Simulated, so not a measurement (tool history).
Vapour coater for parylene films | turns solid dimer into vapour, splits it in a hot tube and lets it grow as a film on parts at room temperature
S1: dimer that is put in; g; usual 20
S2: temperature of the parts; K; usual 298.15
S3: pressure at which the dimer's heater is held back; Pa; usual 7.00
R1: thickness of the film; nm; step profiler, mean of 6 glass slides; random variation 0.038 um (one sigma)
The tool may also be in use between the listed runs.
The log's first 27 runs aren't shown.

run,hour,S1,S2,S3,R1
28,635.9,14,290.15,2.32,4840
29,653.5,17,302.15,2.56,4710
30,671.1,10,297.15,3.70,2830
31,698.3,32,298.15,9.57,7760
32,715.1,32,298.15,9.57,7810
33,743.3,16,307.15,7.00,3520
34,772.0,29,298.15,5.66,7580
35,798.1,29,292.15,4.55,8650
36,819.4,17,292.15,4.55,5050
# hour 840.1: trap's valve overhauled
37,840.1,11,298.15,2.12,3450

Forecast each of these 3 alternatives for the next run:
A,855.3,12,298.15,2.12,?
B,855.3,10,298.15,7.34,?
C,855.3,20,291.15,5.94,?

run,R1
A,3810
B,2620
C,6050
Without the tool's hidden state the same runs would have given:
run,R1
A,3810
B,2620
C,6040
